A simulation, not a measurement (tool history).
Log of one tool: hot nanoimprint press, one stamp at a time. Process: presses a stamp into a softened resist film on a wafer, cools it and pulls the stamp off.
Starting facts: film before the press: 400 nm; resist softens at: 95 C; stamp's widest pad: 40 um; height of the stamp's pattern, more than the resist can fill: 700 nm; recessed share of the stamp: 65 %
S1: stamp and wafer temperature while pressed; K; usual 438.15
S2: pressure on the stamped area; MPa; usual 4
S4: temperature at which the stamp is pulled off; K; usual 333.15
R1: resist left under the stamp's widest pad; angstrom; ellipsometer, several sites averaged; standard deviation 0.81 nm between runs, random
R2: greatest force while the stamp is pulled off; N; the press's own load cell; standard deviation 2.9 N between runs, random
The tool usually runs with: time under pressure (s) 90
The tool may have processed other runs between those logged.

Run 1, hour 0: usual settings. Result: R1 1835 angstrom, R2 296 N.
Run 2, hour 8.7: usual settings. Result: R1 1841 angstrom, R2 301 N.
Run 3, hour 20.2: usual settings. Result: R1 1836 angstrom, R2 296 N.
Run 4, hour 28.4: usual settings. Result: R1 1849 angstrom, R2 305 N.
Run 5, hour 40.7: usual settings. Result: R1 1839 angstrom, R2 299 N.
Run 6, hour 52.5: usual settings. Result: R1 1829 angstrom, R2 312 N.
At hour 66.6: stamp cleaned and given a new release coat.
Run 7, hour 67.8: usual settings but time under pressure (s) 71. Result: R1 2002 angstrom, R2 137 N.
Run 8, hour 78: usual settings but S2 3.52 MPa, time under pressure (s) 71, S4 320.15 K. Result: R1 2112 angstrom, R2 180 N.
Run 9, hour 89.8: usual settings but S1 441.15 K, S2 6.2 MPa, time under pressure (s) 173, S4 332.15 K. Result: R1 993 angstrom, R2 146 N.
At hour 93.8: plate thermocouple calibrated.
Run 10, hour 106.4: usual settings but S1 427.15 K, S2 5.07 MPa, time under pressure (s) 173, S4 325.15 K. Result: R1 2116 angstrom, R2 170 N.
Run 11, hour 114.3: usual settings but S4 329.15 K. Result: R1 1821 angstrom, R2 157 N.
Run 12, hour 123.5: usual settings but S1 441.15 K, S2 6.11 MPa, time under pressure (s) 119, S4 331.15 K. Result: R1 1172 angstrom, R2 148 N.
Run 13, hour 131.9: usual settings but S1 433.15 K, S2 2.56 MPa, time under pressure (s) 119, S4 331.15 K. Result: R1 2412 angstrom, R2 147 N.
At hour 140.5: plate thermocouple calibrated, once more.
Run 14, hour 142.6: usual settings but S1 433.15 K, S2 2.56 MPa, time under pressure (s) 119, S4 331.15 K. Result: R1 2440 angstrom, R2 155 N.

Difference, measured minus no-hidden-state, one row per run. Run-to-run variation is common to both terms; the gauge's own scatter need not be:
Hidden conditions of the tool in this case: true temperature over the reading, C; pressure that arrives at the usual setting, %; grip of the stamp's worn release coat, % over a new coat's; drift of the gauge itself on residual_nm, %; drift of the gauge itself on pull_off_n, %.
run   R1    R2
  1  -11  +160
  2  -11  +164
  3  -12  +163
  4  -13  +168
  5  -14  +166
  6  -15  +173
  7  -16    -1
  8  -17    +1
  9  -10    +2
 10  -30    +4
 11  -25    +4
 12  -16    +5
 13  -31    +6
 14   -5    +9
